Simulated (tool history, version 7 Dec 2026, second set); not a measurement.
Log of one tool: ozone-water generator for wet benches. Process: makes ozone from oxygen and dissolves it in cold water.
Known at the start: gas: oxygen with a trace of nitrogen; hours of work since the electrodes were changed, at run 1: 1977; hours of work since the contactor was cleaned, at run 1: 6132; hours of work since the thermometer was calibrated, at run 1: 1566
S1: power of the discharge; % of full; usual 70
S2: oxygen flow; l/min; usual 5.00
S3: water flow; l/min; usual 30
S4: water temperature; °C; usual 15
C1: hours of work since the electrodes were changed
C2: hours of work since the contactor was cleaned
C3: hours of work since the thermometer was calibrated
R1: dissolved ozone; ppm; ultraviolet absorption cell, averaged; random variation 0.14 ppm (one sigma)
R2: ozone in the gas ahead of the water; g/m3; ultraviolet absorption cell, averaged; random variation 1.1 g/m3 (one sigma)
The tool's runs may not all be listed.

run 1 hour=0.0 | S1=70 S2=5.00 S3=30 S4=15 | C1=1977 C2=6132 C3=1566 | R1=16.4 R2=204.4
run 2 hour=75.1 | S1=45 S2=5.00 S3=30 S4=15 | C1=2039 C2=6194 C3=1629 | R1=12.8 R2=158.3
run 3 hour=133.6 | S1=45 S2=5.00 S3=30 S4=15 | C1=2088 C2=6243 C3=1678 | R1=12.8 R2=158.7
run 4 hour=244.3 | S1=70 S2=5.00 S3=30 S4=23 | C1=2181 C2=6336 C3=1770 | R1=15.0 R2=203.1
run 5 hour=303.5 | S1=70 S2=5.00 S3=30 S4=23 | C1=2230 C2=6385 C3=1820 | R1=14.9 R2=203.3
run 6 hour=363.4 | S1=70 S2=5.00 S3=30 S4=23 | C1=2280 C2=6435 C3=1870 | R1=15.1 R2=204.7
run 7 hour=436.9 | S1=70 S2=5.00 S3=30 S4=23 | C1=2342 C2=6497 C3=1931 | R1=15.0 R2=207.1
run 8 hour=542.5 | S1=70 S2=5.00 S3=30 S4=23 | C1=2430 C2=6585 C3=2020 | R1=14.9 R2=201.2
run 9 hour=618.5 | S1=70 S2=5.00 S3=30 S4=15 | C1=2493 C2=6648 C3=2083 | R1=16.4 R2=203.9
run 10 hour=703.3 | S1=70 S2=5.00 S3=30 S4=15 | C1=2564 C2=6719 C3=2154 | R1=16.6 R2=202.7
run 11 hour=779.3 | S1=70 S2=5.00 S3=30 S4=15 | C1=2628 C2=6783 C3=2217 | R1=16.2 R2=204.7
run 12 hour=839.8 | S1=70 S2=5.00 S3=30 S4=15 | C1=2678 C2=6833 C3=2268 | R1=16.2 R2=205.1
run 13 hour=959.3 | S1=66 S2=5.00 S3=30 S4=15 | C1=2778 C2=6933 C3=2368 | R1=16.0 R2=197.6
run 14 hour=1020.6 | S1=66 S2=5.00 S3=30 S4=15 | C1=2829 C2=6984 C3=2419 | R1=15.8 R2=197.6
run 15 hour=1141.6 | S1=66 S2=5.00 S3=30 S4=15 | C1=2930 C2=7085 C3=2520 | R1=16.0 R2=197.8
run 16 hour=1234.5 | S1=70 S2=5.00 S3=30 S4=15 | C1=3008 C2=7163 C3=2598 | R1=16.4 R2=202.0
run 17 hour=1285.3 | S1=70 S2=4.80 S3=30 S4=10 | C1=3050 C2=7205 C3=2640 | R1=17.1 R2=209.1
run 18 hour=1353.7 | S1=70 S2=5.68 S3=30 S4=13 | C1=3108 C2=7262 C3=2697 | R1=17.0 R2=194.6
-- hour=1397.5 water thermometer calibrated
run 19 hour=1421.1 | S1=70 S2=5.00 S3=30 S4=19 | C1=3163 C2=7318 C3=20 | R1=15.7 R2=204.2
run 20 hour=1528.6 | S1=70 S2=5.00 S3=35 S4=11 | C1=3253 C2=7408 C3=110 | R1=14.6 R2=204.0
run 21 hour=1628.2 | S1=70 S2=5.50 S3=30 S4=11 | C1=3336 C2=7491 C3=193 | R1=17.2 R2=197.4
run 22 hour=1747.3 | S1=51 S2=4.31 S3=23 S4=9 | C1=3436 C2=7591 C3=292 | R1=18.4 R2=183.5
run 23 hour=1867.1 | S1=51 S2=4.31 S3=23 S4=9 | C1=3536 C2=7691 C3=392 | R1=18.1 R2=180.0
run 24 hour=1919.6 | S1=70 S2=4.73 S3=30 S4=15 | C1=3580 C2=7735 C3=436 | R1=16.1 R2=210.2
run 25 hour=2002.3 | S1=70 S2=4.73 S3=30 S4=15 | C1=3649 C2=7804 C3=505 | R1=16.1 R2=208.3
run 26 hour=2101.1 | S1=70 S2=4.73 S3=30 S4=15 | C1=3732 C2=7886 C3=588 | R1=16.3 R2=207.7
run 27 hour=2161.6 | S1=68 S2=5.00 S3=30 S4=15 | C1=3782 C2=7937 C3=638 | R1=16.1 R2=200.2
run 28 hour=2237.0 | S1=68 S2=5.00 S3=30 S4=15 | C1=3845 C2=8000 C3=701 | R1=16.3 R2=199.3
run 29 hour=2308.4 | S1=87 S2=6.00 S3=30 S4=15 | C1=3905 C2=8059 C3=761 | R1=19.2 R2=212.5
run 30 hour=2374.5 | S1=48 S2=6.00 S3=46 S4=18 | C1=3960 C2=8115 C3=816 | R1=8.6 R2=152.5
run 31 hour=2453.3 | S1=48 S2=6.00 S3=46 S4=18 | C1=4026 C2=8181 C3=882 | R1=8.6 R2=150.8
run 32 hour=2563.2 | S1=80 S2=5.00 S3=31 S4=12 | C1=4117 C2=8272 C3=974 | R1=17.4 R2=220.9

4 ways to go on from here, each from the tool as it stands after run 32. What would each give?
run A hour=2672.3 | S1=76 S2=5.00 S3=30 S4=15 | C1=4209 C2=8364 C3=1065 | R1=? R2=?
run B hour=2672.3 | S1=51 S2=4.75 S3=26 S4=15 | C1=4209 C2=8364 C3=1065 | R1=? R2=?
run C hour=2672.3 | S1=56 S2=5.00 S3=31 S4=12 | C1=4209 C2=8364 C3=1065 | R1=? R2=?
run D hour=2672.3 | S1=70 S2=5.00 S3=22 S4=15 | C1=4209 C2=8364 C3=1065 | R1=? R2=?

run=A R1=17.2 R2=213.0
run=B R1=15.5 R2=173.6
run=C R1=14.4 R2=179.1
run=D R1=21.9 R2=203.6
Without the tool's hidden state the same runs would have given:
run=A R1=17.2 R2=213.3
run=B R1=15.5 R2=173.8
run=C R1=14.4 R2=179.3
run=D R1=22.0 R2=203.9

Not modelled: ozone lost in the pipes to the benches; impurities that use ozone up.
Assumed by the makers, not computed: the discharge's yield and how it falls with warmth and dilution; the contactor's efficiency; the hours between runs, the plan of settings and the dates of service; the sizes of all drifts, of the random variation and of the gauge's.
